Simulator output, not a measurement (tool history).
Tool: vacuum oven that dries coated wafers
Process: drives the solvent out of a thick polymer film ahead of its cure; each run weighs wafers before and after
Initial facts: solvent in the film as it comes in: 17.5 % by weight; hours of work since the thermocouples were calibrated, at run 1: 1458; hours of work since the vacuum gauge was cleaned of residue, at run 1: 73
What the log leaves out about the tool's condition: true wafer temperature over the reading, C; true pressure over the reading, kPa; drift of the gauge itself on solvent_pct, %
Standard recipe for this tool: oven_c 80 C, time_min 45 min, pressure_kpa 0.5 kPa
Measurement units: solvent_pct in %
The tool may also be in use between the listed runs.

| run | hour | oven_c | time_min | pressure_kpa | hours of work since the thermocouples were calibrated | hours of work since the vacuum gauge was cleaned of residue | solvent_pct |
|---|---|---|---|---|---|---|---|
| 1 | 0 | 80 | 45 | 0.5 | 1458 | 73 | 2.07 |
| 2 | 12.6 | 80 | 45 | 0.5 | 1464 | 80 | 2.02 |
| 3 | 22.7 | 78 | 45 | 0.5 | 1470 | 85 | 2.45 |
| 4 | 39.8 | 78 | 45 | 0.5 | 1479 | 94 | 2.42 |
| 5 | 60.7 | 80 | 45 | 1.503 | 1490 | 106 | 2.55 |
| 6 | 72.4 | 80 | 45 | 0.5 | 1497 | 112 | 2.08 |
| 7 | 91.9 | 80 | 45 | 0.5 | 1507 | 122 | 2.06 |
| 8 | 106.3 | 80 | 45 | 0.5 | 1515 | 130 | 2.09 |
| 9 | 128.3 | 80 | 45 | 0.5 | 1527 | 142 | 2.13 |
| 10 | 141.1 | 80 | 45 | 0.5 | 1534 | 149 | 2.11 |
| 11 | 151.4 | 90 | 45 | 0.5 | 1540 | 155 | 0.87 |
| 12 | 171.8 | 86 | 45 | 0.5 | 1551 | 166 | 1.17 |
| 13 | 181.7 | 72 | 31 | 0.651 | 1556 | 171 | 5.67 |
| 14 | 199 | 92 | 32 | 0.532 | 1565 | 181 | 1.6 |
| 15 | 219 | 92 | 32 | 0.532 | 1576 | 191 | 1.46 |
| 16 | 241.7 | 92 | 32 | 0.532 | 1589 | 204 | 1.56 |
|  | 253.9 | oven's thermocouples calibrated |
| 17 | 266.3 | 89 | 45 | 0.446 | 7 | 216 | 0.72 |
| 18 | 279 | 66 | 76 | 1.03 | 14 | 223 | 2.66 |
| 19 | 300.6 | 66 | 76 | 1.03 | 25 | 235 | 2.65 |
| 20 | 318.1 | 81 | 26 | 0.5 | 35 | 244 | 3.94 |

Predict each of these 3 candidate next runs independently; none follows another, all start after run 20:
| A | 337.9 | 90 | 45 | 0.5 | 46 | 255 | ? |
| B | 337.9 | 85 | 29 | 0.506 | 46 | 255 | ? |
| C | 337.9 | 94 | 74 | 0.307 | 46 | 255 | ? |

| run | solvent_pct |
|---|---|
| A | 0.62 |
| B | 2.53 |
| C | 0.03 |
Without the tool's unlogged condition, the same runs would have read:
| run | solvent_pct |
|---|---|
| A | 0.62 |
| B | 2.55 |
| C | 0.03 |
